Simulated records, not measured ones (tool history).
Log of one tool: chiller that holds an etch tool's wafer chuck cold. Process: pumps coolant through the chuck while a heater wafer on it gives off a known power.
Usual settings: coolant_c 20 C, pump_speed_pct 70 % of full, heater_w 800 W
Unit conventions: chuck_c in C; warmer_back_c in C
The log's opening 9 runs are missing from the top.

run    hour  coolant_c  pump_speed_pct  heater_w  hours since the coolant was changed and the channels were flushed  hours since the pump was overhauled  hours since the chiller's thermometer was calibrated  chuck_c  warmer_back_c
 10  1084.0         20              66       800                                                               6150                                 8448                                                  1830    28.11           4.45
 11  1170.3         20              66       800                                                               6237                                 8534                                                  1916    28.03           4.39
 12  1293.2         20              66       800                                                               6360                                 8657                                                  2039    28.16           4.43
 13  1466.4         20              66       800                                                               6533                                 8830                                                  2212    28.03           4.43
     1487.4  -- coolant pump overhauled
 14  1612.7         20              70       800                                                               6674                                  125                                                  2353    27.73           4.21
 15  1769.1         20              70       800                                                               6831                                  282                                                  2510    28.01           4.17
 16  1911.1         12              70       800                                                               6973                                  424                                                  2652    19.82           4.21
 17  2012.4         12              70       800                                                               7074                                  525                                                  2753    19.88           4.21
 18  2135.4         12              70       800                                                               7197                                  648                                                  2876    19.91           4.21
 19  2222.3         20              70       722                                                               7284                                  735                                                  2963    27.05           3.83
 20  2312.2         17              73       911                                                               7374                                  825                                                  3053    25.82           4.62
     2446.1  -- coolant pump overhauled, once more
 21  2458.3         17              73       911                                                               7515                                   12                                                  3194    25.43           4.25
 22  2545.6         24              71       826                                                               7602                                   99                                                  3281    31.75           3.99
     2582.1  -- chiller's thermometer calibrated
 23  2708.0         12              77       667                                                               7763                                  261                                                   126    18.01           2.94
     2804.8  -- coolant changed, channels flushed
 24  2868.7         12              77       667                                                                 64                                  416                                                   281    17.41           3.01
 25  2993.9         12              77       667                                                                189                                  541                                                   406    17.29           2.96
 26  3088.5         20              70       523                                                                284                                  635                                                   500    24.45           2.52
 27  3184.1         20              83       920                                                                379                                  731                                                   596    27.00           3.81
 28  3258.2         20              83       920                                                                453                                  805                                                   670    27.08           3.78
 29  3391.6         13              67      1003                                                                587                                  938                                                   803    21.74           5.15
 30  3573.8         13              70      1154                                                                769                                 1121                                                   986    22.91           5.70
 31  3705.8         26              73       710                                                                901                                 1253                                                  1118    31.90           3.36

Below are 5 alternative next runs, each starting from the tool's condition after run 31. Predict each:
  A  3823.0         21              74       710                                                               1018                                 1370                                                  1235        ?              ?
  B  3823.0         26              88       611                                                               1018                                 1370                                                  1235        ?              ?
  C  3823.0         26              73      1154                                                               1018                                 1370                                                  1235        ?              ?
  D  3823.0         20              70      1118                                                               1018                                 1370                                                  1235        ?              ?
  E  3823.0         20              65       771                                                               1018                                 1370                                                  1235        ?              ?

run  chuck_c  warmer_back_c
  A    26.78           3.27
  B    30.37           2.42
  C    35.55           5.40
  D    29.83           5.52
  E    26.93           4.05
With the hidden condition removed and each run's random variation left untouched, the same runs would have given:
run  chuck_c  warmer_back_c
  A    26.77           3.25
  B    30.40           2.40
  C    35.45           5.37
  D    29.73           5.48
  E    26.90           4.03
